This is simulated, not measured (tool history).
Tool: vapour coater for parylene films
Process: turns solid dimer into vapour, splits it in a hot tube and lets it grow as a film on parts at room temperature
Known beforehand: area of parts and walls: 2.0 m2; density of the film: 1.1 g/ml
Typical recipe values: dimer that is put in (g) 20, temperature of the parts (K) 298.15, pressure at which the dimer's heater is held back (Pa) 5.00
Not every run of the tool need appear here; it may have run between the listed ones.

run    hour  dimer that is put in (g)  temperature of the parts (K)  pressure at which the dimer's heater is held back (Pa)  thickness of the film (um)
  1     0.0                        20                        298.15                                                    5.00                        6.42
  2    33.3                        20                        298.15                                                    5.00                        6.50
  3    82.6                        20                        298.15                                                    5.00                        6.37
  4   143.4                        20                        298.15                                                    5.00                        6.27
  5   178.2                        20                        298.15                                                    5.00                        6.30
  6   235.4                        20                        298.15                                                    5.00                        6.29
  7   278.2                        20                        298.15                                                    5.00                        6.38
  8   335.4                        20                        298.15                                                    5.00                        6.11
  9   371.7                        20                        298.15                                                    5.00                        6.16
 10   403.6                        20                        298.15                                                    2.85                        7.02
 11   445.0                        15                        298.15                                                    2.85                        5.18
 12   490.4                        15                        298.15                                                    2.85                        5.14
 13   537.4                        15                        298.15                                                    2.85                        5.15
 14   570.4                        15                        298.15                                                    2.85                        5.11
      630.8  -- trap's valve overhauled
 15   632.4                        20                        310.15                                                    5.00                        3.94
 16   667.3                        20                        310.15                                                    5.00                        4.01
      691.1  -- table's thermometer calibrated
 17   697.0                        20                        310.15                                                    5.00                        3.66
 18   753.8                        20                        310.15                                                    5.00                        3.64
 19   815.8                        20                        310.15                                                    5.00                        3.70
 20   871.2                        20                        310.15                                                    5.00                        3.69
 21   924.9                        20                        310.15                                                    5.00                        3.58
 22   961.4                        20                        310.15                                                    5.00                        3.58
 23  1023.1                        20                        310.15                                                    5.00                        3.59
 24  1073.1                        20                        302.15                                                    5.00                        5.26
 25  1138.7                        19                        294.15                                                    5.93                        6.61
 26  1204.8                        14                        300.15                                                    3.56                        4.19
 27  1250.9                        24                        303.15                                                    5.00                        5.79
 28  1286.9                        32                        303.15                                                   11.37                        6.31
 29  1347.2                        32                        303.15                                                   11.37                        6.32
 30  1379.6                        14                        302.15                                                   11.37                        2.94
 31  1418.6                        14                        302.15                                                   11.37                        2.88
 32  1448.3                        14                        302.15                                                   11.37                        2.84
 33  1496.9                        32                        297.15                                                    9.57                        8.53
 34  1564.7                        32                        297.15                                                   10.99                        8.24
     1576.9  -- trap's valve overhauled
 35  1600.5                        17                        297.15                                                    2.29                        7.06
 36  1661.1                        34                        297.15                                                    4.50                       12.21
 37  1710.9                        16                        307.15                                                    2.94                        3.86

Run 38 has not been measured yet. What should we expect?
 38  1758.6                        34                        298.15                                                    5.00                           ?

{"run 38": {"thickness of the film (um)": 11.02}}
Had the tool carried no hidden state, the very same run would have given thickness of the film (um) 10.95.
